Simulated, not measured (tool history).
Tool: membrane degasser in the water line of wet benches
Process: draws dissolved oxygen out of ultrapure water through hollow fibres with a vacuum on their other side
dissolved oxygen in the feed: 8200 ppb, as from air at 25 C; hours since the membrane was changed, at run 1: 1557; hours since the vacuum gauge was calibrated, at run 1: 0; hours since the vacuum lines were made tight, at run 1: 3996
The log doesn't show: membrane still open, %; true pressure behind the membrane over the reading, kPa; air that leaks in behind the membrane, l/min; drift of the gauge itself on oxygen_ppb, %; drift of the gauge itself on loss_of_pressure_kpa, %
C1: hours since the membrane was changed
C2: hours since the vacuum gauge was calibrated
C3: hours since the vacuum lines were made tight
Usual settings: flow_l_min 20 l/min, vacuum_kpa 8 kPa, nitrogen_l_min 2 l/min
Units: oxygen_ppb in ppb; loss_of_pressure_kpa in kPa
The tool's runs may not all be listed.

Run 1, hour 0: usual settings; C1 1557; C2 0; C3 3996. Result: oxygen_ppb 139 ppb, loss_of_pressure_kpa 40.39 kPa.
Run 2, hour 74.3: usual settings; C1 1631; C2 74; C3 4070. Result: oxygen_ppb 139 ppb, loss_of_pressure_kpa 40.24 kPa.
Run 3, hour 162.9: usual settings but vacuum_kpa 5.84 kPa; C1 1720; C2 163; C3 4159. Result: oxygen_ppb 92.5 ppb, loss_of_pressure_kpa 40.58 kPa.
Run 4, hour 245.6: usual settings but flow_l_min 25 l/min; C1 1803; C2 246; C3 4242. Result: oxygen_ppb 184.5 ppb, loss_of_pressure_kpa 50.47 kPa.
Run 5, hour 297.6: usual settings but nitrogen_l_min 1.24 l/min; C1 1855; C2 298; C3 4294. Result: oxygen_ppb 205 ppb, loss_of_pressure_kpa 40.45 kPa.
Run 6, hour 393.3: usual settings but flow_l_min 28 l/min; C1 1950; C2 393; C3 4389. Result: oxygen_ppb 212.5 ppb, loss_of_pressure_kpa 56.78 kPa.
Run 7, hour 481.2: usual settings but flow_l_min 28 l/min; C1 2038; C2 481; C3 4477. Result: oxygen_ppb 216.2 ppb, loss_of_pressure_kpa 56.83 kPa.
Run 8, hour 525.5: usual settings but flow_l_min 28 l/min; C1 2083; C2 526; C3 4522. Result: oxygen_ppb 213.9 ppb, loss_of_pressure_kpa 56.69 kPa.
Run 9, hour 567.3: usual settings but flow_l_min 28 l/min; C1 2124; C2 567; C3 4563. Result: oxygen_ppb 214.6 ppb, loss_of_pressure_kpa 56.82 kPa.
Run 10, hour 642.9: usual settings but flow_l_min 14 l/min; C1 2200; C2 643; C3 4639. Result: oxygen_ppb 91.7 ppb, loss_of_pressure_kpa 28.25 kPa.
Run 11, hour 718.2: usual settings; C1 2275; C2 718; C3 4714. Result: oxygen_ppb 143.3 ppb, loss_of_pressure_kpa 40.51 kPa.
Run 12, hour 791: usual settings; C1 2348; C2 791; C3 4787. Result: oxygen_ppb 141.5 ppb, loss_of_pressure_kpa 40.6 kPa.
Run 13, hour 883.6: usual settings but flow_l_min 23 l/min; C1 2441; C2 884; C3 4880. Result: oxygen_ppb 166.1 ppb, loss_of_pressure_kpa 46.78 kPa.
Run 14, hour 947: usual settings but flow_l_min 23 l/min; C1 2504; C2 947; C3 4943. Result: oxygen_ppb 162.6 ppb, loss_of_pressure_kpa 46.75 kPa.
Run 15, hour 1035.6: usual settings; C1 2593; C2 1036; C3 5032. Result: oxygen_ppb 141.4 ppb, loss_of_pressure_kpa 40.4 kPa.
Run 16, hour 1099.2: usual settings; C1 2656; C2 1099; C3 5095. Result: oxygen_ppb 141 ppb, loss_of_pressure_kpa 40.29 kPa.
Run 17, hour 1148.4: usual settings; C1 2705; C2 1148; C3 5144. Result: oxygen_ppb 140.8 ppb, loss_of_pressure_kpa 40.12 kPa.
Run 18, hour 1189: usual settings; C1 2746; C2 1189; C3 5185. Result: oxygen_ppb 141.9 ppb, loss_of_pressure_kpa 40.28 kPa.
Run 19, hour 1229.4: usual settings; C1 2786; C2 1229; C3 5225. Result: oxygen_ppb 140.5 ppb, loss_of_pressure_kpa 40.88 kPa.
Run 20, hour 1318.3: usual settings but flow_l_min 25 l/min, vacuum_kpa 7.75 kPa, nitrogen_l_min 5.85 l/min; C1 2875; C2 1318; C3 5314. Result: oxygen_ppb 94.2 ppb, loss_of_pressure_kpa 50.61 kPa.
Run 21, hour 1411.1: usual settings but flow_l_min 23 l/min, vacuum_kpa 5.98 kPa, nitrogen_l_min 5.85 l/min; C1 2968; C2 1411; C3 5407. Result: oxygen_ppb 66.7 ppb, loss_of_pressure_kpa 46.85 kPa.
Run 22, hour 1501.5: usual settings but flow_l_min 23 l/min, vacuum_kpa 14.15 kPa, nitrogen_l_min 2.1 l/min; C1 3059; C2 1501; C3 5498. Result: oxygen_ppb 312.2 ppb, loss_of_pressure_kpa 46.8 kPa.
Run 23, hour 1569: usual settings but flow_l_min 22 l/min, vacuum_kpa 14.33 kPa, nitrogen_l_min 2.37 l/min; C1 3126; C2 1569; C3 5565. Result: oxygen_ppb 278 ppb, loss_of_pressure_kpa 44.45 kPa.
Run 24, hour 1651.9: usual settings but nitrogen_l_min 1.08 l/min; C1 3209; C2 1652; C3 5648. Result: oxygen_ppb 224.2 ppb, loss_of_pressure_kpa 40.83 kPa.
Run 25, hour 1706.5: usual settings but flow_l_min 18 l/min, vacuum_kpa 11.52 kPa, nitrogen_l_min 1.28 l/min; C1 3264; C2 1706; C3 5703. Result: oxygen_ppb 283 ppb, loss_of_pressure_kpa 36.22 kPa.
Run 26, hour 1801.8: usual settings but flow_l_min 18 l/min, vacuum_kpa 11.52 kPa, nitrogen_l_min 1.28 l/min; C1 3359; C2 1802; C3 5798. Result: oxygen_ppb 283.9 ppb, loss_of_pressure_kpa 36.42 kPa.
Run 27, hour 1866.7: usual settings but flow_l_min 18 l/min, vacuum_kpa 11.52 kPa, nitrogen_l_min 1.28 l/min; C1 3424; C2 1867; C3 5863. Result: oxygen_ppb 286 ppb, loss_of_pressure_kpa 36.35 kPa.
Run 28, hour 1933.6: usual settings but flow_l_min 24 l/min, nitrogen_l_min 0.98 l/min; C1 3491; C2 1934; C3 5930. Result: oxygen_ppb 297.3 ppb, loss_of_pressure_kpa 48.66 kPa.
Run 29, hour 1978.9: usual settings but flow_l_min 24 l/min, nitrogen_l_min 0.98 l/min; C1 3536; C2 1979; C3 5975. Result: oxygen_ppb 286.9 ppb, loss_of_pressure_kpa 48.7 kPa.
Run 30, hour 2070: usual settings but flow_l_min 24 l/min, nitrogen_l_min 0.98 l/min; C1 3627; C2 2070; C3 6066. Result: oxygen_ppb 294.9 ppb, loss_of_pressure_kpa 48.44 kPa.
Run 31, hour 2109: usual settings but vacuum_kpa 7.87 kPa, nitrogen_l_min 4.79 l/min; C1 3666; C2 2109; C3 6105. Result: oxygen_ppb 76.8 ppb, loss_of_pressure_kpa 40.49 kPa.

4 ways to go on from here, each from the tool as it stands after run 31. What would each give?
Run A, hour 2200.9: usual settings but vacuum_kpa 19.87 kPa, nitrogen_l_min 2.09 l/min; C1 3758; C2 2201; C3 6197. Result: oxygen_ppb ?, loss_of_pressure_kpa ?.
Run B, hour 2200.9: usual settings but flow_l_min 15 l/min, vacuum_kpa 11.69 kPa, nitrogen_l_min 2.07 l/min; C1 3758; C2 2201; C3 6197. Result: oxygen_ppb ?, loss_of_pressure_kpa ?.
Run C, hour 2200.9: usual settings but flow_l_min 13 l/min, vacuum_kpa 13.03 kPa; C1 3758; C2 2201; C3 6197. Result: oxygen_ppb ?, loss_of_pressure_kpa ?.
Run D, hour 2200.9: usual settings but flow_l_min 15 l/min, vacuum_kpa 7.87 kPa, nitrogen_l_min 2.37 l/min; C1 3758; C2 2201; C3 6197. Result: oxygen_ppb ?, loss_of_pressure_kpa ?.

run  oxygen_ppb  loss_of_pressure_kpa
  A       389.2                 40.31
  B       160.1                 30.58
  C       159.7                 26.19
  D        86.4                 30.52
Without the tool's hidden state the same runs would have given:
run  oxygen_ppb  loss_of_pressure_kpa
  A         389                 40.29
  B         160                 30.57
  C       159.6                 26.18
  D        86.3                 30.51
